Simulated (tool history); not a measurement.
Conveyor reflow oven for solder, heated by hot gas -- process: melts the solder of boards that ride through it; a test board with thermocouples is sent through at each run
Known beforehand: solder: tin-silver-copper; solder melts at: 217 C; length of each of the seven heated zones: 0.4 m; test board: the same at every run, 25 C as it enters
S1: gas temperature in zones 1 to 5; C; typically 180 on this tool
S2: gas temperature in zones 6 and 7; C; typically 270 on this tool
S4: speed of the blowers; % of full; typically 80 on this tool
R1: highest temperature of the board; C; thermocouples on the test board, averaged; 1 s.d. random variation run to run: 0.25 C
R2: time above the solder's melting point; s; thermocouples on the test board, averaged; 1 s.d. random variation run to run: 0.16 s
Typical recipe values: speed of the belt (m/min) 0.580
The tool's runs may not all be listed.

Run 1, day 0.000: usual settings. Result: R1 257.4 C, R2 69.5 s.
Run 2, day 3.308: usual settings. Result: R1 257.1 C, R2 69.3 s.
Run 3, day 5.738: usual settings but speed of the belt (m/min) 0.529. Result: R1 258.8 C, R2 77.7 s.
Run 4, day 8.942: usual settings but speed of the belt (m/min) 0.529. Result: R1 259.1 C, R2 78.0 s.
Run 5, day 11.933: usual settings but S4 51 % of full. Result: R1 247.7 C, R2 59.6 s.
Run 6, day 13.962: usual settings but S4 51 % of full. Result: R1 247.8 C, R2 59.8 s.
Run 7, day 17.342: usual settings but S4 51 % of full. Result: R1 247.9 C, R2 59.7 s.
Run 8, day 19.958: usual settings but S4 51 % of full. Result: R1 246.9 C, R2 57.3 s.
Run 9, day 21.700: usual settings but S4 51 % of full. Result: R1 246.3 C, R2 57.5 s.
Run 10, day 24.754: usual settings. Result: R1 254.5 C, R2 67.1 s.
Run 11, day 28.354: usual settings. Result: R1 254.3 C, R2 66.3 s.
Run 12, day 30.000: usual settings. Result: R1 254.7 C, R2 66.9 s.
Run 13, day 33.567: usual settings but S2 279 C. Result: R1 260.7 C, R2 70.6 s.
Run 14, day 36.296: usual settings but S2 271 C. Result: R1 254.2 C, R2 66.1 s.
Run 15, day 40.008: usual settings. Result: R1 252.8 C, R2 65.2 s.
Run 16, day 42.892: usual settings. Result: R1 253.0 C, R2 65.5 s.
Run 17, day 45.458: usual settings but S2 268 C, speed of the belt (m/min) 0.498. Result: R1 254.5 C, R2 79.4 s.
Run 18, day 47.383: usual settings but S2 268 C, speed of the belt (m/min) 0.498. Result: R1 254.5 C, R2 79.1 s.
Run 19, day 50.012: usual settings but S2 268 C, speed of the belt (m/min) 0.550. Result: R1 254.7 C, R2 71.9 s.
Run 20, day 52.267: usual settings but S2 268 C, speed of the belt (m/min) 0.550. Result: R1 254.6 C, R2 71.7 s.
Run 21, day 54.500: usual settings but S2 268 C, speed of the belt (m/min) 0.550. Result: R1 254.5 C, R2 71.5 s.
Run 22, day 57.633: usual settings but S2 268 C, speed of the belt (m/min) 0.550. Result: R1 254.4 C, R2 71.5 s.
Run 23, day 59.254: usual settings but S1 183 C, S2 260 C. Result: R1 246.4 C, R2 62.7 s.
Run 24, day 62.250: usual settings but S1 183 C, S2 260 C. Result: R1 245.8 C, R2 62.5 s.
Run 25, day 65.046: usual settings but S1 175 C, S2 260 C, speed of the belt (m/min) 0.621, S4 77 % of full. Result: R1 245.4 C, R2 53.6 s.
Run 26, day 68.071: usual settings but S1 175 C, S2 260 C, speed of the belt (m/min) 0.621, S4 77 % of full. Result: R1 244.7 C, R2 53.5 s.
Run 27, day 69.817: usual settings but S1 186 C, S2 274 C. Result: R1 261.5 C, R2 74.5 s.
Run 28, day 73.429: usual settings but S1 195 C, S2 274 C, speed of the belt (m/min) 0.650. Result: R1 258.7 C, R2 67.0 s.
Run 29, day 75.104: usual settings but S1 169 C, S2 273 C, speed of the belt (m/min) 0.589. Result: R1 256.9 C, R2 62.2 s.
Run 30, day 77.971: usual settings but S1 171 C, S2 280 C, speed of the belt (m/min) 0.570, S4 87 % of full. Result: R1 265.3 C, R2 71.0 s.

Taken out of this log: 5 entries between the listed runs. Where each belongs, and how the hidden state differs across it:
Logged between run 7 and run 8: belt drive overhauled, speed set with a stopwatch (day 19.008)
  heat that the gas passes to the board, % of a clean oven's: 96.4 -> 96; belt's true speed, % of the reading: 98.09 -> 99.96; true gas temperature in zones 6 and 7 over the reading, C: -1.38 -> -1.49
  measured value less the no-hidden-state value, R1: -1.1 -> -2.0 C; R2: +0.1 -> -2.1 s
Logged between run 12 and run 13: flux residue cleaned out of gas plates and filters (day 31.317)
  heat that the gas passes to the board, % of a clean oven's: 94.3 -> 90.3; belt's true speed, % of the reading: 99.55 -> 99.41; true gas temperature in zones 6 and 7 over the reading, C: -1.92 -> -2.06
  measured value less the no-hidden-state value, R1: -3.0 -> -4.3 C; R2: -1.9 -> -2.3 s
Logged between run 18 and run 19: flux residue cleaned out of gas plates and filters, once more (day 48.879)
  heat that the gas passes to the board, % of a clean oven's: 88 -> 99.6; belt's true speed, % of the reading: 98.9 -> 98.81; true gas temperature in zones 6 and 7 over the reading, C: -2.68 -> -2.79
  measured value less the no-hidden-state value, R1: -4.6 -> -2.3 C; R2: -3.0 -> -0.5 s
Logged between run 24 and run 25: thermocouples of zones 6 and 7 changed (day 62.975)
  heat that the gas passes to the board, % of a clean oven's: 97.4 -> 97; belt's true speed, % of the reading: 98.35 -> 98.25; true gas temperature in zones 6 and 7 over the reading, C: -3.33 -> 0.02
  measured value less the no-hidden-state value, R1: -3.0 -> -0.2 C; R2: -1.4 -> +0.7 s
Logged between run 27 and run 28: belt drive overhauled, speed set with a stopwatch (day 72.633)
  heat that the gas passes to the board, % of a clean oven's: 96.2 -> 95.6; belt's true speed, % of the reading: 98.06 -> 100.01; true gas temperature in zones 6 and 7 over the reading, C: -0.2 -> -0.35
  measured value less the no-hidden-state value, R1: -0.5 -> -1.4 C; R2: +1.1 -> -0.9 s
